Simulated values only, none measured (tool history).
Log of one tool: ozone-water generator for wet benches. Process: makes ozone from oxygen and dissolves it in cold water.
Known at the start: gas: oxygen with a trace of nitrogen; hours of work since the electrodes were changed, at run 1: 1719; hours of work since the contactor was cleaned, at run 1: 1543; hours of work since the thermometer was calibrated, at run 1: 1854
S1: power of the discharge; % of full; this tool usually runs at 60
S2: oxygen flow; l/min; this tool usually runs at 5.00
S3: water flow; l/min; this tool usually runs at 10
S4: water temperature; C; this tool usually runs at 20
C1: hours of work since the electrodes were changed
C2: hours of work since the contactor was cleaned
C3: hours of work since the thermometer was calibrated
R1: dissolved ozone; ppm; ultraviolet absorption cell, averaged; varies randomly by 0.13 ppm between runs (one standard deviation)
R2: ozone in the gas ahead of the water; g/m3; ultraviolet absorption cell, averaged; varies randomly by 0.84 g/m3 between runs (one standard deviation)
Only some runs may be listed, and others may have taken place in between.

Run 1, hour 0.0: usual settings; C1 1719; C2 1543; C3 1854. Result: R1 13.2 ppm, R2 127.8 g/m3.
Run 2, hour 43.6: usual settings; C1 1751; C2 1576; C3 1886. Result: R1 13.1 ppm, R2 127.7 g/m3.
Run 3, hour 106.1: usual settings; C1 1797; C2 1622; C3 1932. Result: R1 13.1 ppm, R2 128.8 g/m3.
Run 4, hour 148.6: usual settings; C1 1828; C2 1653; C3 1964. Result: R1 13.1 ppm, R2 127.7 g/m3.
Run 5, hour 186.0: usual settings; C1 1856; C2 1681; C3 1991. Result: R1 12.8 ppm, R2 127.3 g/m3.
Run 6, hour 216.1: usual settings; C1 1878; C2 1703; C3 2013. Result: R1 12.9 ppm, R2 129.8 g/m3.
Run 7, hour 270.1: usual settings; C1 1918; C2 1743; C3 2053. Result: R1 12.9 ppm, R2 127.0 g/m3.
Run 8, hour 323.7: usual settings but S3 12 l/min; C1 1957; C2 1782; C3 2093. Result: R1 11.2 ppm, R2 128.0 g/m3.
At hour 349.3: contactor cleaned.
Run 9, hour 357.6: usual settings but S3 12 l/min; C1 1979; C2 6; C3 2115. Result: R1 11.6 ppm, R2 127.3 g/m3.
Run 10, hour 401.3: usual settings but S3 12 l/min; C1 2012; C2 38; C3 2147. Result: R1 11.6 ppm, R2 127.8 g/m3.
Run 11, hour 452.2: usual settings but S3 12 l/min; C1 2049; C2 76; C3 2185. Result: R1 11.6 ppm, R2 126.3 g/m3.
Run 12, hour 500.7: usual settings but S1 49 % of full, S2 2.72 l/min, S3 9 l/min, S4 21 C; C1 2085; C2 112; C3 2220. Result: R1 11.4 ppm, R2 132.4 g/m3.
Run 13, hour 563.4: usual settings but S1 72 % of full; C1 2131; C2 158; C3 2267. Result: R1 15.4 ppm, R2 148.7 g/m3.
Run 14, hour 621.2: usual settings but S1 72 % of full; C1 2174; C2 201; C3 2309. Result: R1 15.4 ppm, R2 148.2 g/m3.
Run 15, hour 663.7: usual settings but S1 92 % of full, S4 27 C; C1 2205; C2 232; C3 2341. Result: R1 16.1 ppm, R2 181.3 g/m3.
At hour 669.5: water thermometer calibrated.
Run 16, hour 695.5: usual settings but S2 4.78 l/min, S4 13 C; C1 2228; C2 255; C3 19. Result: R1 14.8 ppm, R2 129.0 g/m3.
Run 17, hour 740.3: usual settings but S1 50 % of full, S3 13 l/min; C1 2261; C2 288; C3 52. Result: R1 9.1 ppm, R2 108.2 g/m3.
Run 18, hour 796.1: usual settings but S1 50 % of full, S2 5.98 l/min, S3 8 l/min; C1 2303; C2 329; C3 93. Result: R1 12.9 ppm, R2 101.8 g/m3.
Run 19, hour 841.7: usual settings but S1 75 % of full, S3 9 l/min; C1 2336; C2 363; C3 127. Result: R1 17.1 ppm, R2 154.4 g/m3.
Run 20, hour 880.0: usual settings but S3 6 l/min, S4 15 C; C1 2364; C2 391; C3 155. Result: R1 20.6 ppm, R2 125.0 g/m3.
At hour 896.1: water thermometer calibrated, once more.
Run 21, hour 909.3: usual settings but S1 58 % of full, S4 12 C; C1 2386; C2 412; C3 10. Result: R1 14.8 ppm, R2 121.3 g/m3.
Run 22, hour 938.6: usual settings but S1 58 % of full, S4 12 C; C1 2407; C2 434; C3 31. Result: R1 14.9 ppm, R2 122.5 g/m3.

Here are 4 independent what-if runs from the current tool condition. What would each one return?
Run A, hour 979.4: usual settings but S1 58 % of full, S3 8 l/min, S4 12 C; C1 2438; C2 464; C3 62. Result: R1 ?, R2 ?.
Run B, hour 979.4: usual settings but S1 62 % of full, S3 9 l/min, S4 22 C; C1 2438; C2 464; C3 62. Result: R1 ?, R2 ?.
Run C, hour 979.4: usual settings but S1 58 % of full, S3 11 l/min, S4 12 C; C1 2438; C2 464; C3 62. Result: R1 ?, R2 ?.
Run D, hour 979.4: usual settings but S1 76 % of full, S2 4.65 l/min; C1 2438; C2 464; C3 62. Result: R1 ?, R2 ?.

run    R1     R2
  A  17.6  122.0
  B  13.8  129.5
  C  13.4  122.1
  D  15.8  158.1
What these runs would have given with no unlogged condition in the tool:
run    R1     R2
  A  19.1  129.6
  B  15.0  138.2
  C  14.5  129.7
  D  17.4  170.9

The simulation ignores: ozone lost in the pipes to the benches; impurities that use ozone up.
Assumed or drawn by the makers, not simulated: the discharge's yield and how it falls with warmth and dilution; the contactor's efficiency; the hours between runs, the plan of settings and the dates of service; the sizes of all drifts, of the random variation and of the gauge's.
